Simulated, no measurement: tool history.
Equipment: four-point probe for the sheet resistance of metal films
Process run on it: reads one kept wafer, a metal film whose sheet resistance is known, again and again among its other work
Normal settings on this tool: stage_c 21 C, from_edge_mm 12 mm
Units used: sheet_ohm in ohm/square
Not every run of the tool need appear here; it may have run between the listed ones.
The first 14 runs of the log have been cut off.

Run 15, hour 202.3: usual settings. Result: sheet_ohm 0.164296 ohm/square.
Run 16, hour 216.4: usual settings. Result: sheet_ohm 0.164314 ohm/square.
Run 17, hour 229.2: usual settings but from_edge_mm 28 mm. Result: sheet_ohm 0.164127 ohm/square.
Run 18, hour 244.8: usual settings but from_edge_mm 28 mm. Result: sheet_ohm 0.164243 ohm/square.
Run 19, hour 255.4: usual settings but from_edge_mm 28 mm. Result: sheet_ohm 0.16413 ohm/square.
Run 20, hour 271.5: usual settings but stage_c 26 C. Result: sheet_ohm 0.164097 ohm/square.
Run 21, hour 283.7: usual settings but stage_c 26 C. Result: sheet_ohm 0.16412 ohm/square.
Run 22, hour 295.7: usual settings but stage_c 33 C. Result: sheet_ohm 0.163738 ohm/square.
Run 23, hour 309.9: usual settings but stage_c 23 C, from_edge_mm 42 mm. Result: sheet_ohm 0.164034 ohm/square.

Run 24 has not been measured yet. What should we expect?
Run 24, hour 323.3: usual settings but stage_c 31 C, from_edge_mm 14 mm. Result: sheet_ohm ?.

Logged for run 24: sheet_ohm 0.163842 ohm/square.
Were there no unlogged condition in the tool, this run, its random variation unchanged, would have produced sheet_ohm 0.163363 ohm/square.
